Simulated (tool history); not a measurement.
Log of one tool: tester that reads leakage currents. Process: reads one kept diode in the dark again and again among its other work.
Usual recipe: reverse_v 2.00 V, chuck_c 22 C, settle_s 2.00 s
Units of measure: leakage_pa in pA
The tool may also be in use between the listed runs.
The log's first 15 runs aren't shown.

| run | hour | reverse_v | chuck_c | settle_s | hours of work since the probe card was cleaned | hours of work since the tester was calibrated | hours of work since the chuck was calibrated | leakage_pa |
|---|---|---|---|---|---|---|---|---|
|  | 1308.5 | tester calibrated |
| 16 | 1411.9 | 11.44 | 22 | 5.48 | 627 | 74 | 224 | 117.99 |
| 17 | 1481.9 | 11.44 | 22 | 5.48 | 677 | 123 | 274 | 117.55 |
|  | 1498.3 | chuck's temperature calibrated, once more |
| 18 | 1596.4 | 11.44 | 22 | 5.48 | 757 | 203 | 70 | 143.23 |
| 19 | 1698.2 | 11.44 | 22 | 5.48 | 829 | 276 | 142 | 142.46 |
| 20 | 1751.0 | 3.21 | 51 | 2.00 | 867 | 313 | 180 | 492.55 |
| 21 | 1819.3 | 3.21 | 51 | 2.00 | 915 | 362 | 228 | 490.54 |
| 22 | 1877.7 | 3.21 | 51 | 2.00 | 957 | 404 | 270 | 488.10 |
| 23 | 1931.3 | 2.00 | 43 | 2.00 | 995 | 442 | 308 | 220.85 |
| 24 | 2013.5 | 8.85 | 43 | 1.24 | 1054 | 500 | 367 | 528.26 |
| 25 | 2086.6 | 2.00 | 33 | 0.31 | 1105 | 552 | 419 | 111.26 |
| 26 | 2198.6 | 6.92 | 60 | 2.00 | 1185 | 632 | 498 | 1316.94 |
| 27 | 2290.3 | 6.92 | 60 | 2.00 | 1250 | 697 | 564 | 1309.83 |
| 28 | 2363.6 | 6.92 | 60 | 2.00 | 1303 | 749 | 616 | 1307.31 |
| 29 | 2471.0 | 4.32 | 22 | 2.00 | 1379 | 826 | 692 | 77.51 |
| 30 | 2560.9 | 4.32 | 22 | 2.00 | 1443 | 890 | 756 | 77.14 |
| 31 | 2672.9 | 4.32 | 25 | 2.00 | 1523 | 969 | 836 | 95.85 |
| 32 | 2751.8 | 4.84 | 24 | 2.00 | 1579 | 1025 | 892 | 94.46 |
| 33 | 2853.2 | 3.96 | 24 | 1.35 | 1651 | 1098 | 964 | 83.66 |
| 34 | 2941.2 | 3.73 | 29 | 0.44 | 1714 | 1160 | 1027 | 116.74 |
| 35 | 3041.3 | 3.67 | 21 | 2.09 | 1785 | 1231 | 1098 | 63.29 |
| 36 | 3127.1 | 3.67 | 21 | 2.09 | 1846 | 1293 | 1159 | 63.23 |
| 37 | 3251.2 | 16.34 | 22 | 2.66 | 1934 | 1381 | 1247 | 170.34 |
| 38 | 3349.8 | 1.50 | 41 | 1.69 | 2004 | 1451 | 1317 | 150.88 |

Forecast each of these 5 alternatives for the next run:
| A | 3406.6 | 1.50 | 37 | 1.69 | 2045 | 1491 | 1358 | ? |
| B | 3406.6 | 4.08 | 53 | 2.00 | 2045 | 1491 | 1358 | ? |
| C | 3406.6 | 17.54 | 22 | 1.23 | 2045 | 1491 | 1358 | ? |
| D | 3406.6 | 1.62 | 32 | 0.35 | 2045 | 1491 | 1358 | ? |
| E | 3406.6 | 2.00 | 22 | 4.04 | 2045 | 1491 | 1358 | ? |

| run | leakage_pa |
|---|---|
| A | 114.89 |
| B | 594.39 |
| C | 178.37 |
| D | 84.89 |
| E | 46.41 |
Had the tool no hidden state, the same runs would have come out as:
| run | leakage_pa |
|---|---|
| A | 127.51 |
| B | 655.65 |
| C | 182.87 |
| D | 93.95 |
| E | 50.60 |
